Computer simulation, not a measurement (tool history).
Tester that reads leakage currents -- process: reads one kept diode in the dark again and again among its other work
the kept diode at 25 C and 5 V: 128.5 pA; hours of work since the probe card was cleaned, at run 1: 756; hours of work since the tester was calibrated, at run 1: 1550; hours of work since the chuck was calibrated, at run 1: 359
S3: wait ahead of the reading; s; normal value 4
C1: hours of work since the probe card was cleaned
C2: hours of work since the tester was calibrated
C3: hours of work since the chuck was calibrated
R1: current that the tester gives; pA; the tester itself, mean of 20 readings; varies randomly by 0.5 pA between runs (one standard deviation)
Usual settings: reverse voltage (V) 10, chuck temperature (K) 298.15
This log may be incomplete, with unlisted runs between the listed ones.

Run 1, hour 0: usual settings; C1 756; C2 1550; C3 359. Result: R1 166.63 pA.
Run 2, hour 131.6: usual settings but reverse voltage (V) 1.4; C1 831; C2 1625; C3 434. Result: R1 81.13 pA.
Run 3, hour 272.1: usual settings but reverse voltage (V) 1.4, S3 5.33 s; C1 912; C2 1706; C3 515. Result: R1 80.69 pA.
Run 4, hour 468: usual settings but reverse voltage (V) 1.4, S3 5.33 s; C1 1024; C2 1818; C3 627. Result: R1 80.3 pA.
Run 5, hour 634.5: usual settings but chuck temperature (K) 294.15; C1 1119; C2 1913; C3 722. Result: R1 120.93 pA.
Run 6, hour 770.1: usual settings; C1 1197; C2 1991; C3 800. Result: R1 164.93 pA.
Run 7, hour 904.6: usual settings but S3 0.68 s; C1 1274; C2 2068; C3 877. Result: R1 167.6 pA.
Run 8, hour 1004: usual settings but S3 0.68 s; C1 1331; C2 2125; C3 934. Result: R1 166.49 pA.
Run 9, hour 1100.3: usual settings but S3 0.68 s; C1 1386; C2 2180; C3 989. Result: R1 166.31 pA.
Run 10, hour 1296.1: usual settings but S3 0.68 s; C1 1498; C2 2292; C3 1101. Result: R1 167.37 pA.
Run 11, hour 1473.8: usual settings but S3 0.68 s; C1 1600; C2 2393; C3 1203. Result: R1 166.32 pA.
At hour 1581.9: chuck's temperature calibrated.
Run 12, hour 1600.2: usual settings but S3 0.68 s; C1 1671; C2 2465; C3 10. Result: R1 167.31 pA.
Run 13, hour 1799.2: usual settings but reverse voltage (V) 1.3, chuck temperature (K) 322.15, S3 0.34 s; C1 1785; C2 2578; C3 124. Result: R1 440.38 pA.
Run 14, hour 1974.4: usual settings but chuck temperature (K) 329.15, S3 6.48 s; C1 1885; C2 2679; C3 225. Result: R1 1479.91 pA.
Run 15, hour 2166.2: usual settings but reverse voltage (V) 1, chuck temperature (K) 300.15, S3 2.84 s; C1 1995; C2 2789; C3 334. Result: R1 83.12 pA.
Run 16, hour 2248.6: usual settings but reverse voltage (V) 1, chuck temperature (K) 300.15, S3 2.84 s; C1 2042; C2 2836; C3 382. Result: R1 82.75 pA.
Run 17, hour 2436.3: usual settings but reverse voltage (V) 1, chuck temperature (K) 300.15, S3 2.84 s; C1 2149; C2 2943; C3 489. Result: R1 82.83 pA.
Run 18, hour 2566.4: usual settings but reverse voltage (V) 8.4; C1 2224; C2 3018; C3 563. Result: R1 155.32 pA.
Run 19, hour 2766.1: usual settings but reverse voltage (V) 8.4; C1 2338; C2 3132; C3 678. Result: R1 155.35 pA.
At hour 2849.3: probe card cleaned and baked.
Run 20, hour 2959.6: usual settings but reverse voltage (V) 3.6, chuck temperature (K) 323.15, S3 0.91 s; C1 63; C2 3241; C3 787. Result: R1 686.85 pA.
Run 21, hour 3162: usual settings but reverse voltage (V) 3.6, chuck temperature (K) 323.15, S3 0.91 s; C1 179; C2 3357; C3 903. Result: R1 688.53 pA.
Run 22, hour 3260.1: usual settings but reverse voltage (V) 2.1, chuck temperature (K) 324.15, S3 3.21 s; C1 235; C2 3413; C3 959. Result: R1 597.51 pA.
Run 23, hour 3463.9: usual settings but reverse voltage (V) 17.6, chuck temperature (K) 314.15; C1 352; C2 3530; C3 1075. Result: R1 659.06 pA.
Run 24, hour 3594.8: usual settings but reverse voltage (V) 17.6, chuck temperature (K) 314.15; C1 427; C2 3604; C3 1150. Result: R1 666.36 pA.

Predict each of these 5 candidate next runs independently; none follows another, all start after run 24:
Run A, hour 3727: usual settings but reverse voltage (V) 2.3, chuck temperature (K) 324.15, S3 2.13 s; C1 502; C2 3680; C3 1226. Result: R1 ?.
Run B, hour 3727: usual settings but reverse voltage (V) 17.6, chuck temperature (K) 293.15; C1 502; C2 3680; C3 1226. Result: R1 ?.
Run C, hour 3727: usual settings but reverse voltage (V) 1.8, chuck temperature (K) 322.15, S3 0.98 s; C1 502; C2 3680; C3 1226. Result: R1 ?.
Run D, hour 3727: usual settings but reverse voltage (V) 1.2, chuck temperature (K) 299.15, S3 0.34 s; C1 502; C2 3680; C3 1226. Result: R1 ?.
Run E, hour 3727: usual settings but reverse voltage (V) 2.2, chuck temperature (K) 312.15, S3 9.1 s; C1 502; C2 3680; C3 1226. Result: R1 ?.

run      R1
  A  621.09
  B  137.05
  C   499.6
  D   82.25
  E  268.96
What these runs would have given with no unlogged condition in the tool:
run      R1
  A  622.18
  B  137.29
  C  500.48
  D   82.42
  E  269.46
